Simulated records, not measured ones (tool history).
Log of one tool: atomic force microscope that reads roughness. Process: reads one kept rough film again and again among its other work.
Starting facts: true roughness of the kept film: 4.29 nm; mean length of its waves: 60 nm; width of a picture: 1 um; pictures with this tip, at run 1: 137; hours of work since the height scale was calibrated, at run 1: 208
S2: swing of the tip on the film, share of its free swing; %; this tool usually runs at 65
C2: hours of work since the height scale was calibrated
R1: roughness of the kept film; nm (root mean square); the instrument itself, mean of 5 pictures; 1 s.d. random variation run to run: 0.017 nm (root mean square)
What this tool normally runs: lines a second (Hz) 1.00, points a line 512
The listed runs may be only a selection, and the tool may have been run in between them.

run 1 hour=0.0 | lines_a_second_(Hz)=1.00 S2=65 points_a_line=512 | pictures_with_this_tip=137 C2=208 | R1=3.780
run 2 hour=11.0 | lines_a_second_(Hz)=1.00 S2=65 points_a_line=402 | pictures_with_this_tip=153 C2=214 | R1=3.754
run 3 hour=19.6 | lines_a_second_(Hz)=1.00 S2=65 points_a_line=402 | pictures_with_this_tip=165 C2=218 | R1=3.752
-- hour=22.9 new tip fitted
run 4 hour=29.7 | lines_a_second_(Hz)=1.00 S2=65 points_a_line=402 | pictures_with_this_tip=10 C2=223 | R1=4.015
run 5 hour=39.1 | lines_a_second_(Hz)=1.00 S2=65 points_a_line=402 | pictures_with_this_tip=24 C2=228 | R1=3.986
run 6 hour=46.5 | lines_a_second_(Hz)=1.00 S2=65 points_a_line=402 | pictures_with_this_tip=35 C2=232 | R1=3.950
run 7 hour=57.3 | lines_a_second_(Hz)=0.57 S2=65 points_a_line=512 | pictures_with_this_tip=51 C2=237 | R1=4.003
run 8 hour=69.9 | lines_a_second_(Hz)=0.57 S2=65 points_a_line=512 | pictures_with_this_tip=69 C2=244 | R1=3.951
run 9 hour=81.2 | lines_a_second_(Hz)=0.57 S2=65 points_a_line=512 | pictures_with_this_tip=85 C2=250 | R1=3.921
run 10 hour=87.0 | lines_a_second_(Hz)=0.57 S2=65 points_a_line=512 | pictures_with_this_tip=94 C2=253 | R1=3.904
run 11 hour=92.8 | lines_a_second_(Hz)=0.57 S2=65 points_a_line=512 | pictures_with_this_tip=102 C2=256 | R1=3.877
run 12 hour=100.5 | lines_a_second_(Hz)=2.15 S2=65 points_a_line=512 | pictures_with_this_tip=113 C2=260 | R1=3.666
run 13 hour=109.0 | lines_a_second_(Hz)=2.15 S2=65 points_a_line=512 | pictures_with_this_tip=126 C2=264 | R1=3.650
run 14 hour=117.2 | lines_a_second_(Hz)=1.00 S2=60 points_a_line=512 | pictures_with_this_tip=138 C2=268 | R1=3.802
run 15 hour=129.6 | lines_a_second_(Hz)=1.09 S2=60 points_a_line=512 | pictures_with_this_tip=156 C2=275 | R1=3.751
-- hour=139.3 new tip fitted
run 16 hour=140.2 | lines_a_second_(Hz)=1.09 S2=60 points_a_line=512 | pictures_with_this_tip=1 C2=280 | R1=4.079
run 17 hour=148.9 | lines_a_second_(Hz)=1.00 S2=76 points_a_line=512 | pictures_with_this_tip=14 C2=284 | R1=3.923
-- hour=151.0 height scale calibrated on a step standard
run 18 hour=158.2 | lines_a_second_(Hz)=1.00 S2=76 points_a_line=512 | pictures_with_this_tip=26 C2=4 | R1=3.879
run 19 hour=171.1 | lines_a_second_(Hz)=1.00 S2=76 points_a_line=512 | pictures_with_this_tip=45 C2=10 | R1=3.836
run 20 hour=182.0 | lines_a_second_(Hz)=1.00 S2=76 points_a_line=512 | pictures_with_this_tip=61 C2=16 | R1=3.803
run 21 hour=192.9 | lines_a_second_(Hz)=1.00 S2=76 points_a_line=512 | pictures_with_this_tip=77 C2=21 | R1=3.780
run 22 hour=198.6 | lines_a_second_(Hz)=1.00 S2=76 points_a_line=692 | pictures_with_this_tip=85 C2=24 | R1=3.759
run 23 hour=208.3 | lines_a_second_(Hz)=1.00 S2=65 points_a_line=297 | pictures_with_this_tip=99 C2=29 | R1=3.825
run 24 hour=214.4 | lines_a_second_(Hz)=0.64 S2=75 points_a_line=450 | pictures_with_this_tip=108 C2=32 | R1=3.820
-- hour=217.5 height scale calibrated on a step standard, once more
run 25 hour=224.0 | lines_a_second_(Hz)=0.71 S2=75 points_a_line=741 | pictures_with_this_tip=120 C2=3 | R1=3.807
run 26 hour=231.6 | lines_a_second_(Hz)=0.55 S2=85 points_a_line=936 | pictures_with_this_tip=131 C2=7 | R1=3.736
run 27 hour=238.4 | lines_a_second_(Hz)=1.33 S2=62 points_a_line=694 | pictures_with_this_tip=141 C2=11 | R1=3.742
run 28 hour=251.3 | lines_a_second_(Hz)=1.33 S2=84 points_a_line=898 | pictures_with_this_tip=160 C2=17 | R1=3.452
-- hour=258.1 new tip fitted
run 29 hour=262.7 | lines_a_second_(Hz)=1.33 S2=84 points_a_line=898 | pictures_with_this_tip=7 C2=23 | R1=3.703
run 30 hour=275.4 | lines_a_second_(Hz)=1.71 S2=59 points_a_line=614 | pictures_with_this_tip=25 C2=29 | R1=3.950
run 31 hour=288.1 | lines_a_second_(Hz)=1.71 S2=59 points_a_line=614 | pictures_with_this_tip=44 C2=36 | R1=3.932
run 32 hour=297.4 | lines_a_second_(Hz)=1.71 S2=85 points_a_line=317 | pictures_with_this_tip=57 C2=41 | R1=3.483
run 33 hour=309.4 | lines_a_second_(Hz)=0.74 S2=84 points_a_line=714 | pictures_with_this_tip=75 C2=47 | R1=3.768
run 34 hour=318.3 | lines_a_second_(Hz)=0.74 S2=84 points_a_line=714 | pictures_with_this_tip=88 C2=51 | R1=3.766
run 35 hour=327.2 | lines_a_second_(Hz)=2.15 S2=84 points_a_line=259 | pictures_with_this_tip=101 C2=56 | R1=3.312
run 36 hour=339.4 | lines_a_second_(Hz)=2.15 S2=84 points_a_line=259 | pictures_with_this_tip=119 C2=62 | R1=3.270
run 37 hour=347.8 | lines_a_second_(Hz)=1.60 S2=79 points_a_line=668 | pictures_with_this_tip=131 C2=67 | R1=3.509
run 38 hour=355.0 | lines_a_second_(Hz)=1.96 S2=66 points_a_line=423 | pictures_with_this_tip=141 C2=70 | R1=3.648
run 39 hour=365.5 | lines_a_second_(Hz)=1.96 S2=66 points_a_line=275 | pictures_with_this_tip=156 C2=76 | R1=3.631
run 40 hour=370.8 | lines_a_second_(Hz)=1.96 S2=66 points_a_line=275 | pictures_with_this_tip=164 C2=78 | R1=3.590
-- hour=374.4 new tip fitted
run 41 hour=376.6 | lines_a_second_(Hz)=1.96 S2=66 points_a_line=275 | pictures_with_this_tip=3 C2=81 | R1=3.889
run 42 hour=386.2 | lines_a_second_(Hz)=2.20 S2=79 points_a_line=343 | pictures_with_this_tip=17 C2=86 | R1=3.575
run 43 hour=392.8 | lines_a_second_(Hz)=0.64 S2=63 points_a_line=343 | pictures_with_this_tip=27 C2=89 | R1=4.030
run 44 hour=404.6 | lines_a_second_(Hz)=0.64 S2=63 points_a_line=343 | pictures_with_this_tip=44 C2=95 | R1=4.034
run 45 hour=416.3 | lines_a_second_(Hz)=1.13 S2=74 points_a_line=461 | pictures_with_this_tip=61 C2=101 | R1=3.802

What if the next run were any one of these 4? Each begins from the tool's condition after run 45:
run A hour=424.7 | lines_a_second_(Hz)=1.45 S2=74 points_a_line=461 | pictures_with_this_tip=73 C2=106 | R1=?
run B hour=424.7 | lines_a_second_(Hz)=1.13 S2=74 points_a_line=506 | pictures_with_this_tip=73 C2=106 | R1=?
run C hour=424.7 | lines_a_second_(Hz)=1.13 S2=74 points_a_line=424 | pictures_with_this_tip=73 C2=106 | R1=?
run D hour=424.7 | lines_a_second_(Hz)=1.13 S2=74 points_a_line=708 | pictures_with_this_tip=73 C2=106 | R1=?

run=A R1=3.741
run=B R1=3.759
run=C R1=3.800
run=D R1=3.784
The same runs, with their run-to-run variation unchanged, on a tool lacking any hidden condition would have given:
run=A R1=3.883
run=B R1=3.902
run=C R1=3.945
run=D R1=3.928

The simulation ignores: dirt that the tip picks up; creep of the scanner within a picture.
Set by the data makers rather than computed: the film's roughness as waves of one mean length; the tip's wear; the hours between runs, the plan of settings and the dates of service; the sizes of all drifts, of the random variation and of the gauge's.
